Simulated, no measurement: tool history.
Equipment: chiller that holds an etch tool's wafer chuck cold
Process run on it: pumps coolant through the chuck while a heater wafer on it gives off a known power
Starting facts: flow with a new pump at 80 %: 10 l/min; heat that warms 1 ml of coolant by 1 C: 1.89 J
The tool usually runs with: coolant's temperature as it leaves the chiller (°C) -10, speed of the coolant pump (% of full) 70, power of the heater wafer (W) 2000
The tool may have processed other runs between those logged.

| run | day | coolant's temperature as it leaves the chiller (°C) | speed of the coolant pump (% of full) | power of the heater wafer (W) | chuck's temperature once it has settled (°C) | how much warmer the coolant comes back (C) |
|---|---|---|---|---|---|---|
| 1 | 0 | -10 | 70 | 2000 | 5 | 7.32 |
| 2 | 4.242 | -10 | 70 | 2000 | 5.1 | 7.3 |
| 3 | 6.779 | -10 | 70 | 2000 | 5 | 7.26 |
| 4 | 10.371 | -10 | 70 | 2000 | 5.1 | 7.23 |
| 5 | 14.288 | -10 | 70 | 2000 | 4.9 | 7.24 |
| 6 | 17.312 | -10 | 70 | 2000 | 4.9 | 7.22 |
| 7 | 22.246 | -10 | 70 | 2000 | 5.1 | 7.15 |
| 8 | 26.721 | -10 | 70 | 2000 | 5.2 | 7.16 |
| 9 | 31.758 | -13 | 89 | 1412 | -3.9 | 3.73 |
| 10 | 35.55 | -10 | 87 | 1936 | 2.7 | 5.34 |
| 11 | 38.529 | -10 | 87 | 1936 | 2.6 | 5.33 |
| 12 | 42.871 | -6 | 87 | 2004 | 7 | 5.55 |
|  | 45.696 | gauge calibrated |
| 13 | 47.333 | -6 | 87 | 2004 | 7.2 | 5.78 |
| 14 | 50.729 | -10 | 69 | 2000 | 5.2 | 7.48 |
| 15 | 55.7 | -3 | 93 | 1668 | 7.5 | 4.39 |

What if the next run were any one of these 5? Each begins from the tool's condition after run 15:
| A | 59.817 | -8 | 73 | 1668 | ? | ? |
| B | 59.817 | -10 | 92 | 2000 | ? | ? |
| C | 59.817 | -1 | 86 | 2745 | ? | ? |
| D | 59.817 | -8 | 93 | 1906 | ? | ? |
| E | 59.817 | -10 | 92 | 2585 | ? | ? |

| run | chuck's temperature once it has settled (°C) | how much warmer the coolant comes back (C) |
|---|---|---|
| A | 4.2 | 5.8 |
| B | 2.6 | 5.33 |
| C | 17.1 | 7.94 |
| D | 3.9 | 5 |
| E | 6.5 | 6.94 |
Stripped of hidden state, with their random variation kept, the same runs would have yielded:
| run | chuck's temperature once it has settled (°C) | how much warmer the coolant comes back (C) |
|---|---|---|
| A | 4.2 | 5.89 |
| B | 2.6 | 5.42 |
| C | 17.1 | 8.04 |
| D | 3.9 | 5.09 |
| E | 6.4 | 7.04 |

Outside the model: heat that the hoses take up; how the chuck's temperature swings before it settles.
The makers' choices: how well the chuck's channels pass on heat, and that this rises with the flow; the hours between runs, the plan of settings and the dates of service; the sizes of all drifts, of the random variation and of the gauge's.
